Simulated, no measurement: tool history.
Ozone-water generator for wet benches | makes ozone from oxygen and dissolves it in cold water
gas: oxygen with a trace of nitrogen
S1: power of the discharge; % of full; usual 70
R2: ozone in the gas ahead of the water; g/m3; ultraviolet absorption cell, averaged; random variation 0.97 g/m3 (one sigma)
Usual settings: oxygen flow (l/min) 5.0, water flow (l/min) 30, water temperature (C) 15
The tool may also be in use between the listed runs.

Run 1, hour 0.0: usual settings. Result: dissolved ozone (ppm) 13.5, R2 167.2 g/m3.
Run 2, hour 59.6: usual settings. Result: dissolved ozone (ppm) 13.5, R2 166.7 g/m3.
Run 3, hour 202.1: usual settings. Result: dissolved ozone (ppm) 13.4, R2 168.4 g/m3.
Run 4, hour 295.2: usual settings. Result: dissolved ozone (ppm) 13.4, R2 166.8 g/m3.
Run 5, hour 368.7: usual settings. Result: dissolved ozone (ppm) 13.5, R2 166.7 g/m3.
Run 6, hour 462.3: usual settings. Result: dissolved ozone (ppm) 13.7, R2 168.1 g/m3.
Run 7, hour 600.7: usual settings but S1 59 % of full, oxygen flow (l/min) 6.2, water flow (l/min) 33, water temperature (C) 13. Result: dissolved ozone (ppm) 11.0, R2 125.3 g/m3.

Run 8 comes next. What will it give?
Run 8, hour 707.8: usual settings but S1 59 % of full, oxygen flow (l/min) 6.2, water flow (l/min) 33, water temperature (C) 13. Result: dissolved ozone (ppm) ?, R2 ?.

dissolved ozone (ppm): 10.9
R2: 124.2 g/m3
Without the tool's hidden state the same run would have given dissolved ozone (ppm) 10.9, R2 124.3 g/m3.

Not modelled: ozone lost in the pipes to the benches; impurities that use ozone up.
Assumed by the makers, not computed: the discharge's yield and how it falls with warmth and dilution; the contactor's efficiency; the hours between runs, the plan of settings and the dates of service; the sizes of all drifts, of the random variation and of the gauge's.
